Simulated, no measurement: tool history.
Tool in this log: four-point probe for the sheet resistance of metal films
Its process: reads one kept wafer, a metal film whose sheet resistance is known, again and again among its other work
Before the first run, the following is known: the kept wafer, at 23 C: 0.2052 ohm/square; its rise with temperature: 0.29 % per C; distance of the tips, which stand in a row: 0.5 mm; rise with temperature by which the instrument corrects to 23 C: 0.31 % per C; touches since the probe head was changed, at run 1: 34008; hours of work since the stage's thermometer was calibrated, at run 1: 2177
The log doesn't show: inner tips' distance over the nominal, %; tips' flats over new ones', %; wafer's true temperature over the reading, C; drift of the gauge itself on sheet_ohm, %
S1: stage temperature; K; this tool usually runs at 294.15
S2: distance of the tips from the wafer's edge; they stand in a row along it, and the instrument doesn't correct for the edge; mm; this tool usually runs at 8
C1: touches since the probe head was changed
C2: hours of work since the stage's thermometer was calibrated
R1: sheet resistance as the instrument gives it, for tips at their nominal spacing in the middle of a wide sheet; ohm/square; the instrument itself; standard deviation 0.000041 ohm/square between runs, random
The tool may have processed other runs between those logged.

run 1 day=0 | S1=294.15 S2=8 | C1=34008 C2=2177 | R1=0.207758
run 2 day=4.658 | S1=294.15 S2=8 | C1=37537 C2=2226 | R1=0.207895
run 3 day=9.967 | S1=294.15 S2=8 | C1=41557 C2=2283 | R1=0.208118
run 4 day=13.092 | S1=304.15 S2=8 | C1=43923 C2=2317 | R1=0.207652
run 5 day=18.217 | S1=304.15 S2=8 | C1=47804 C2=2372 | R1=0.207775
run 6 day=22.508 | S1=304.15 S2=8 | C1=51056 C2=2418 | R1=0.207876
run 7 day=25.079 | S1=294.15 S2=66 | C1=53002 C2=2445 | R1=0.207923
run 8 day=27.933 | S1=294.15 S2=8 | C1=55161 C2=2476 | R1=0.208455
run 9 day=32.004 | S1=294.15 S2=18 | C1=58246 C2=2519 | R1=0.208191
run 10 day=34.958 | S1=294.15 S2=18 | C1=60482 C2=2551 | R1=0.208361
run 11 day=38.825 | S1=294.15 S2=18 | C1=63410 C2=2592 | R1=0.208359
run 12 day=41.917 | S1=294.15 S2=18 | C1=65753 C2=2625 | R1=0.208434
run 13 day=45.325 | S1=294.15 S2=18 | C1=68333 C2=2662 | R1=0.20856
run 14 day=50.175 | S1=297.15 S2=7 | C1=72007 C2=2714 | R1=0.208928
run 15 day=55.238 | S1=297.15 S2=7 | C1=75842 C2=2768 | R1=0.209138
run 16 day=57.904 | S1=307.15 S2=47 | C1=77861 C2=2797 | R1=0.208115
-- day=62.071 new probe head fitted
run 17 day=62.783 | S1=293.15 S2=10 | C1=539 C2=2848 | R1=0.20673
-- day=63.346 stage's thermometer calibrated
run 18 day=66.388 | S1=296.15 S2=14 | C1=3252 C2=33 | R1=0.205938
run 19 day=70.629 | S1=296.15 S2=14 | C1=6465 C2=78 | R1=0.206036
run 20 day=73.829 | S1=297.15 S2=5 | C1=8887 C2=112 | R1=0.20698
run 21 day=77.242 | S1=297.15 S2=5 | C1=11472 C2=149 | R1=0.207113
run 22 day=81.721 | S1=291.15 S2=4 | C1=14865 C2=197 | R1=0.208112

Here are 4 independent what-if runs from the current tool condition. What would each one return?
run A day=87.754 | S1=298.15 S2=12 | C1=19435 C2=261 | R1=?
run B day=87.754 | S1=294.15 S2=36 | C1=19435 C2=261 | R1=?
run C day=87.754 | S1=306.15 S2=6 | C1=19435 C2=261 | R1=?
run D day=87.754 | S1=291.15 S2=10 | C1=19435 C2=261 | R1=?

run=A R1=0.206349
run=B R1=0.206345
run=C R1=0.206526
run=D R1=0.206828
With no hidden state in the tool, these same runs would have given:
run=A R1=0.205274
run=B R1=0.20527
run=C R1=0.205452
run=D R1=0.20575
